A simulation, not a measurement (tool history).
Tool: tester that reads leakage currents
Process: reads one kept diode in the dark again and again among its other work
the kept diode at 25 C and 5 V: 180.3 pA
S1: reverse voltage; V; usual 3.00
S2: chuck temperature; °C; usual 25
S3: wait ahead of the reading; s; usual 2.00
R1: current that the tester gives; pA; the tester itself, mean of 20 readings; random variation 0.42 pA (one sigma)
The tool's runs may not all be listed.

run 1 hour=0.0 | S1=3.00 S2=25 S3=2.00 | R1=142.98
run 2 hour=20.7 | S1=3.00 S2=26 S3=2.00 | R1=154.38
run 3 hour=39.9 | S1=3.00 S2=26 S3=2.00 | R1=154.06
run 4 hour=57.6 | S1=3.00 S2=26 S3=2.00 | R1=155.08
run 5 hour=73.5 | S1=3.00 S2=26 S3=2.38 | R1=154.99
run 6 hour=93.9 | S1=3.00 S2=26 S3=2.38 | R1=154.44
run 7 hour=129.2 | S1=3.00 S2=26 S3=2.38 | R1=155.23
run 8 hour=148.3 | S1=3.00 S2=25 S3=2.00 | R1=143.28
run 9 hour=171.5 | S1=3.00 S2=25 S3=2.00 | R1=143.27
run 10 hour=200.2 | S1=3.00 S2=25 S3=2.00 | R1=143.92
-- hour=205.6 probe card cleaned and baked
run 11 hour=221.7 | S1=3.00 S2=25 S3=2.00 | R1=145.41
run 12 hour=250.4 | S1=3.00 S2=25 S3=2.00 | R1=143.88
run 13 hour=272.5 | S1=3.00 S2=25 S3=2.00 | R1=144.73
run 14 hour=302.7 | S1=18.98 S2=25 S3=0.45 | R1=384.20
-- hour=330.3 probe card cleaned and baked, once more
run 15 hour=331.4 | S1=6.82 S2=37 S3=2.00 | R1=516.78
run 16 hour=355.5 | S1=18.68 S2=31 S3=0.44 | R1=559.23
run 17 hour=371.7 | S1=1.54 S2=56 S3=1.43 | R1=898.32
run 18 hour=394.2 | S1=1.19 S2=50 S3=1.77 | R1=531.56
run 19 hour=423.2 | S1=1.19 S2=50 S3=1.77 | R1=533.24
run 20 hour=459.6 | S1=4.38 S2=52 S3=3.24 | R1=1163.18
run 21 hour=496.7 | S1=4.38 S2=52 S3=3.24 | R1=1161.64
run 22 hour=513.6 | S1=4.38 S2=52 S3=3.24 | R1=1166.05
run 23 hour=531.0 | S1=13.03 S2=28 S3=7.70 | R1=373.39
run 24 hour=547.9 | S1=2.27 S2=20 S3=2.00 | R1=84.21
run 25 hour=580.6 | S1=3.00 S2=33 S3=1.24 | R1=260.66

3 ways to go on from here, each from the tool as it stands after run 25. What would each give?
run A hour=615.6 | S1=3.00 S2=25 S3=7.55 | R1=?
run B hour=615.6 | S1=4.05 S2=33 S3=1.24 | R1=?
run C hour=615.6 | S1=3.20 S2=41 S3=5.42 | R1=?

run=A R1=142.06
run=B R1=301.90
run=C R1=476.55
Without the tool's hidden state the same runs would have given:
run=A R1=139.45
run=B R1=297.52
run=C R1=471.22
